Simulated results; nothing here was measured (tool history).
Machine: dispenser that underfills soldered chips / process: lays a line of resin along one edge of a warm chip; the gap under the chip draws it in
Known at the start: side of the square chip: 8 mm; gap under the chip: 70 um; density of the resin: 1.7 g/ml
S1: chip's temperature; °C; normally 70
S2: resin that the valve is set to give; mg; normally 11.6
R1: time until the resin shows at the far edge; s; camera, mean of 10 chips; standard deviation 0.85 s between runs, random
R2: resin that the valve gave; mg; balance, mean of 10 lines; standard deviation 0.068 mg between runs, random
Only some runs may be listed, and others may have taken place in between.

| run | hour | S1 | S2 | R1 | R2 |
|---|---|---|---|---|---|
| 1 | 0.0 | 70 | 11.6 | 80.8 | 10.87 |
| 2 | 6.8 | 70 | 11.6 | 99.6 | 10.87 |
|  | 8.3 | new syringe of resin |
| 3 | 15.5 | 70 | 11.6 | 99.5 | 10.83 |
|  | 17.3 | new syringe of resin |
| 4 | 20.3 | 70 | 11.6 | 86.2 | 10.78 |
|  | 26.2 | new syringe of resin |
| 5 | 26.2 | 70 | 11.6 | 75.8 | 10.77 |
| 6 | 33.3 | 70 | 11.6 | 96.6 | 10.68 |
|  | 35.3 | new syringe of resin |
| 7 | 41.9 | 67 | 11.6 | 110.5 | 10.64 |
|  | 44.4 | new syringe of resin |
| 8 | 47.0 | 67 | 11.6 | 97.6 | 10.63 |
| 9 | 51.9 | 70 | 13.8 | 98.1 | 12.67 |
|  | 53.4 | new syringe of resin |
| 10 | 60.5 | 79 | 11.6 | 67.7 | 10.55 |
|  | 63.0 | new syringe of resin |
| 11 | 66.5 | 61 | 10.1 | 131.7 | 9.06 |

Hidden state or all else? Some run-to-run changes of R1, split into what the settings, what came in and random variation would give without the hidden state, and what is left for the hidden state (with any gauge scatter that isn't in both results):
The tool's hidden condition here consists of: resin's viscosity, % of fresh resin's; dose that the valve gives, % of what is set; true chip temperature over the reading, C; drift of the gauge itself on fill_s, %; drift of the gauge itself on given_mg, %.
Run 5 -> 6: no setting changed, nothing entered. R1 +20.8 s: hidden state +21.2, all else -0.4.
Run 10 -> 11: S1 79 -> 61, S2 11.6 -> 10.1, new syringe of resin. R1 +64.0 s: hidden state -2.3, all else +66.3.
